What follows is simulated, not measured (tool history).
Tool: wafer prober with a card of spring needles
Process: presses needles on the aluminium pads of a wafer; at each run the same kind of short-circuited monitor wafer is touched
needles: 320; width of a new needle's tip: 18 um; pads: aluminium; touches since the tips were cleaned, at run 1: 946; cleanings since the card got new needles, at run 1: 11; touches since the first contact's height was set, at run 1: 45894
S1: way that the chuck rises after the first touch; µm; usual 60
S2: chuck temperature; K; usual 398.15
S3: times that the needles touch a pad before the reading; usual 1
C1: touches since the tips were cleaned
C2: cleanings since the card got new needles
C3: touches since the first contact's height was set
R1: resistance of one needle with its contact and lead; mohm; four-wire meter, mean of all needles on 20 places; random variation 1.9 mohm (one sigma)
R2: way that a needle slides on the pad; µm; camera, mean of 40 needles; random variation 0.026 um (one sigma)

{"run": 1, "hour": 0.0, "S1": 60, "S2": 398.15, "S3": 1, "C1": 946, "C2": 11, "C3": 45894, "R1": 234, "R2": 10.55}
{"hour": 17.8, "done": "tips cleaned on abrasive film"}
{"hour": 40.5, "done": "tips cleaned on abrasive film"}
{"run": 2, "hour": 40.5, "S1": 60, "S2": 398.15, "S3": 1, "C1": 0, "C2": 13, "C3": 52151, "R1": 209, "R2": 10.48}
{"hour": 65.3, "done": "tips cleaned on abrasive film"}
{"run": 3, "hour": 81.1, "S1": 60, "S2": 398.15, "S3": 1, "C1": 2462, "C2": 14, "C3": 58438, "R1": 262, "R2": 10.53}
{"hour": 90.6, "done": "tips cleaned on abrasive film"}
{"run": 4, "hour": 99.0, "S1": 60, "S2": 398.15, "S3": 1, "C1": 1309, "C2": 15, "C3": 61200, "R1": 246, "R2": 10.52}
{"hour": 114.9, "done": "tips cleaned on abrasive film"}
{"run": 5, "hour": 117.6, "S1": 60, "S2": 398.15, "S3": 1, "C1": 410, "C2": 16, "C3": 64065, "R1": 221, "R2": 10.49}
{"hour": 138.0, "done": "tips cleaned on abrasive film"}
{"run": 6, "hour": 144.1, "S1": 53, "S2": 398.15, "S3": 1, "C1": 941, "C2": 17, "C3": 68168, "R1": 257, "R2": 9.26}
{"hour": 162.8, "done": "tips cleaned on abrasive film"}
{"run": 7, "hour": 168.7, "S1": 53, "S2": 398.15, "S3": 1, "C1": 926, "C2": 18, "C3": 71975, "R1": 255, "R2": 9.21}
{"hour": 185.7, "done": "tips cleaned on abrasive film"}
{"run": 8, "hour": 205.4, "S1": 53, "S2": 398.15, "S3": 1, "C1": 3066, "C2": 19, "C3": 77652, "R1": 293, "R2": 9.25}
{"hour": 208.5, "done": "tips cleaned on abrasive film"}
{"run": 9, "hour": 226.3, "S1": 57, "S2": 398.15, "S3": 2, "C1": 2763, "C2": 20, "C3": 80876, "R1": 248, "R2": 9.91}
{"hour": 231.0, "done": "tips cleaned on abrasive film"}
{"run": 10, "hour": 245.9, "S1": 72, "S2": 398.15, "S3": 2, "C1": 2316, "C2": 21, "C3": 83902, "R1": 217, "R2": 12.53}
{"hour": 254.9, "done": "tips cleaned on abrasive film"}
{"run": 11, "hour": 271.1, "S1": 76, "S2": 301.15, "S3": 2, "C1": 2523, "C2": 22, "C3": 87804, "R1": 203, "R2": 13.25}

Forecast run 12:
{"hour": 277.9, "done": "tips cleaned on abrasive film"}
{"run": 12, "hour": 298.3, "S1": 49, "S2": 398.15, "S3": 2, "C1": 3158, "C2": 23, "C3": 92006, "R1": "?", "R2": "?"}

R1: 275 mohm
R2: 8.47 µm
Without the tool's hidden state the same run would have given R1 217 mohm, R2 8.66 µm.
